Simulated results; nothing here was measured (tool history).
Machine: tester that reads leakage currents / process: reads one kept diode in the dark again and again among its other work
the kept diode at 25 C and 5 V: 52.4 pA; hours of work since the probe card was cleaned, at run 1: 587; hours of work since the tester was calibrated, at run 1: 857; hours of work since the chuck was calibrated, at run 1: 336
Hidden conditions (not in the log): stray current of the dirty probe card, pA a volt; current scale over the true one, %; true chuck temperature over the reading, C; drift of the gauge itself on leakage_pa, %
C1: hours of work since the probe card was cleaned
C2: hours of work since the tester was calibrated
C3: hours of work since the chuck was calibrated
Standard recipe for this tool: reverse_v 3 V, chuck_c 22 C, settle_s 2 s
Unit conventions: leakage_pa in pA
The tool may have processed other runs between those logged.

{"run": 1, "hour": 0.0, "reverse_v": 3, "chuck_c": 22, "settle_s": 2, "C1": 587, "C2": 857, "C3": 336, "leakage_pa": 35.47}
{"run": 2, "hour": 54.2, "reverse_v": 3, "chuck_c": 22, "settle_s": 2, "C1": 625, "C2": 895, "C3": 374, "leakage_pa": 35.55}
{"run": 3, "hour": 115.0, "reverse_v": 3, "chuck_c": 22, "settle_s": 7.94, "C1": 668, "C2": 938, "C3": 417, "leakage_pa": 35.74}
{"run": 4, "hour": 171.9, "reverse_v": 3, "chuck_c": 22, "settle_s": 2, "C1": 708, "C2": 978, "C3": 457, "leakage_pa": 36.49}
{"run": 5, "hour": 258.2, "reverse_v": 3, "chuck_c": 22, "settle_s": 2, "C1": 769, "C2": 1039, "C3": 518, "leakage_pa": 37.17}
{"run": 6, "hour": 323.7, "reverse_v": 3, "chuck_c": 22, "settle_s": 2, "C1": 815, "C2": 1085, "C3": 564, "leakage_pa": 37.27}
{"run": 7, "hour": 391.5, "reverse_v": 3, "chuck_c": 22, "settle_s": 2, "C1": 863, "C2": 1133, "C3": 611, "leakage_pa": 37.66}
{"run": 8, "hour": 447.4, "reverse_v": 3, "chuck_c": 22, "settle_s": 2, "C1": 902, "C2": 1172, "C3": 651, "leakage_pa": 37.87}
{"run": 9, "hour": 517.1, "reverse_v": 3, "chuck_c": 22, "settle_s": 2, "C1": 951, "C2": 1221, "C3": 700, "leakage_pa": 38.67}
{"hour": 554.4, "done": "chuck's temperature calibrated"}
{"run": 10, "hour": 595.6, "reverse_v": 3, "chuck_c": 22, "settle_s": 2, "C1": 1005, "C2": 1275, "C3": 29, "leakage_pa": 33.87}
{"run": 11, "hour": 667.6, "reverse_v": 3, "chuck_c": 22, "settle_s": 2, "C1": 1056, "C2": 1326, "C3": 80, "leakage_pa": 34.44}
{"run": 12, "hour": 717.3, "reverse_v": 3, "chuck_c": 22, "settle_s": 2, "C1": 1091, "C2": 1361, "C3": 115, "leakage_pa": 34.77}
{"run": 13, "hour": 776.2, "reverse_v": 5.91, "chuck_c": 22, "settle_s": 2, "C1": 1132, "C2": 1402, "C3": 156, "leakage_pa": 51.21}
{"run": 14, "hour": 825.3, "reverse_v": 5.91, "chuck_c": 22, "settle_s": 2, "C1": 1167, "C2": 1437, "C3": 191, "leakage_pa": 51.48}
{"run": 15, "hour": 890.1, "reverse_v": 5.91, "chuck_c": 22, "settle_s": 1.45, "C1": 1212, "C2": 1482, "C3": 236, "leakage_pa": 52.57}
{"run": 16, "hour": 927.3, "reverse_v": 5.91, "chuck_c": 22, "settle_s": 1.45, "C1": 1239, "C2": 1509, "C3": 262, "leakage_pa": 52.3}
{"run": 17, "hour": 973.7, "reverse_v": 3, "chuck_c": 43, "settle_s": 2, "C1": 1271, "C2": 1541, "C3": 295, "leakage_pa": 149.76}
{"run": 18, "hour": 1042.5, "reverse_v": 3, "chuck_c": 22, "settle_s": 2, "C1": 1320, "C2": 1590, "C3": 344, "leakage_pa": 36.73}
{"run": 19, "hour": 1094.4, "reverse_v": 3, "chuck_c": 22, "settle_s": 2, "C1": 1356, "C2": 1626, "C3": 380, "leakage_pa": 36.99}
{"run": 20, "hour": 1153.4, "reverse_v": 3, "chuck_c": 32, "settle_s": 2, "C1": 1398, "C2": 1668, "C3": 422, "leakage_pa": 74.32}
{"run": 21, "hour": 1207.2, "reverse_v": 3, "chuck_c": 22, "settle_s": 6.19, "C1": 1436, "C2": 1706, "C3": 459, "leakage_pa": 37.2}
{"run": 22, "hour": 1272.4, "reverse_v": 3, "chuck_c": 52, "settle_s": 0.89, "C1": 1481, "C2": 1751, "C3": 505, "leakage_pa": 274.3}
{"run": 23, "hour": 1349.8, "reverse_v": 13.16, "chuck_c": 38, "settle_s": 0.89, "C1": 1536, "C2": 1806, "C3": 560, "leakage_pa": 254.42}
{"run": 24, "hour": 1395.7, "reverse_v": 3, "chuck_c": 42, "settle_s": 2, "C1": 1568, "C2": 1838, "C3": 592, "leakage_pa": 149.18}
{"run": 25, "hour": 1469.9, "reverse_v": 3, "chuck_c": 40, "settle_s": 2, "C1": 1620, "C2": 1890, "C3": 644, "leakage_pa": 132.78}
{"run": 26, "hour": 1544.3, "reverse_v": 2.88, "chuck_c": 40, "settle_s": 2, "C1": 1673, "C2": 1943, "C3": 697, "leakage_pa": 131.27}
{"hour": 1583.4, "done": "chuck's temperature calibrated"}
{"run": 27, "hour": 1619.4, "reverse_v": 2.88, "chuck_c": 40, "settle_s": 2, "C1": 1724, "C2": 1994, "C3": 25, "leakage_pa": 116.19}
{"run": 28, "hour": 1667.2, "reverse_v": 1.06, "chuck_c": 54, "settle_s": 3.96, "C1": 1758, "C2": 2028, "C3": 59, "leakage_pa": 167.39}
{"run": 29, "hour": 1708.6, "reverse_v": 1.06, "chuck_c": 54, "settle_s": 3.96, "C1": 1787, "C2": 2057, "C3": 88, "leakage_pa": 168.26}
{"run": 30, "hour": 1764.8, "reverse_v": 12.63, "chuck_c": 55, "settle_s": 0.41, "C1": 1827, "C2": 2097, "C3": 128, "leakage_pa": 674}
{"run": 31, "hour": 1836.9, "reverse_v": 12.63, "chuck_c": 55, "settle_s": 0.41, "C1": 1877, "C2": 2147, "C3": 178, "leakage_pa": 676.77}
{"run": 32, "hour": 1896.7, "reverse_v": 12.63, "chuck_c": 55, "settle_s": 7.04, "C1": 1920, "C2": 2190, "C3": 221, "leakage_pa": 677.71}
{"run": 33, "hour": 1949.6, "reverse_v": 9.01, "chuck_c": 39, "settle_s": 0.36, "C1": 1957, "C2": 2227, "C3": 258, "leakage_pa": 216.58}
{"run": 34, "hour": 2030.4, "reverse_v": 2.53, "chuck_c": 22, "settle_s": 0.36, "C1": 2014, "C2": 2284, "C3": 315, "leakage_pa": 35.89}
{"run": 35, "hour": 2107.3, "reverse_v": 2.53, "chuck_c": 22, "settle_s": 4.83, "C1": 2068, "C2": 2338, "C3": 369, "leakage_pa": 34.45}
{"run": 36, "hour": 2146.8, "reverse_v": 10.8, "chuck_c": 58, "settle_s": 4.83, "C1": 2096, "C2": 2366, "C3": 397, "leakage_pa": 762.03}
{"run": 37, "hour": 2201.2, "reverse_v": 3, "chuck_c": 20, "settle_s": 2.57, "C1": 2134, "C2": 2404, "C3": 435, "leakage_pa": 33.61}

A few steps of leakage_pa between consecutive runs. Split each: what settings, incoming material and random variation would produce without the hidden state, and what is left over for the hidden state, along with gauge scatter present in only one of the two compared results (measured, and without hidden state):
Run 29 -> 30: reverse_v 1.06 -> 12.63, chuck_c 54 -> 55, settle_s 3.96 -> 0.41. leakage_pa +505.74 pA: hidden state +25.11, all else +480.63.
Run 35 -> 36: reverse_v 2.53 -> 10.8, chuck_c 22 -> 58. leakage_pa +727.58 pA: hidden state +58.59, all else +668.99.
Run 36 -> 37: reverse_v 10.8 -> 3, chuck_c 58 -> 20, settle_s 4.83 -> 2.57. leakage_pa -728.42 pA: hidden state -57.82, all else -670.6.
